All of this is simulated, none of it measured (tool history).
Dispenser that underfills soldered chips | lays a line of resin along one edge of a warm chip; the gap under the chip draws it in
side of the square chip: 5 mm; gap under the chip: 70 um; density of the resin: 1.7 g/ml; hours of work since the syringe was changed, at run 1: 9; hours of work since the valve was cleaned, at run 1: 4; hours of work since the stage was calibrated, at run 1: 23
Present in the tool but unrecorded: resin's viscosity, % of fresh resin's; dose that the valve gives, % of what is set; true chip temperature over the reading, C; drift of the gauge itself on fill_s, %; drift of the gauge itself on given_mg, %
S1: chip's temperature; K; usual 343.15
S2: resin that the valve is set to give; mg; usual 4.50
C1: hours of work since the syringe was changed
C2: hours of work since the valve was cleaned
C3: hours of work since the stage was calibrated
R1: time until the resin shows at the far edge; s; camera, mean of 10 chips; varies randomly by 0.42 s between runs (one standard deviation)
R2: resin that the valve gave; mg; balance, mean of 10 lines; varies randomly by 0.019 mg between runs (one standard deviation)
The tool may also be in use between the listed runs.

run    day      S1    S2  C1  C2  C3    R1    R2
  1  0.000  343.15  4.50   9   4  23  43.6  4.46
     0.038  -- new syringe of resin
  2  0.325  343.15  4.50   5  10  29  37.0  4.44
     0.538  -- new syringe of resin
  3  0.829  343.15  4.50   5  19  38  36.7  4.41
     1.017  -- new syringe of resin
  4  1.162  343.15  4.50   3  25  44  32.9  4.41
  5  1.404  343.15  4.50   7  29  49  40.4  4.37
     1.521  -- new syringe of resin
  6  1.704  343.15  4.50   3  35  54  34.1  4.38
     2.033  -- new syringe of resin
  7  2.092  343.15  4.50   1  41  61  30.5  4.36

Forecast run 8:
  8  2.421  342.15  4.01   7  48  67   ?   ?

R1: 42.4 s
R2: 3.82 mg
Had the tool carried no hidden state, the very same run would have given R1 30.2 s, R2 3.97 mg.
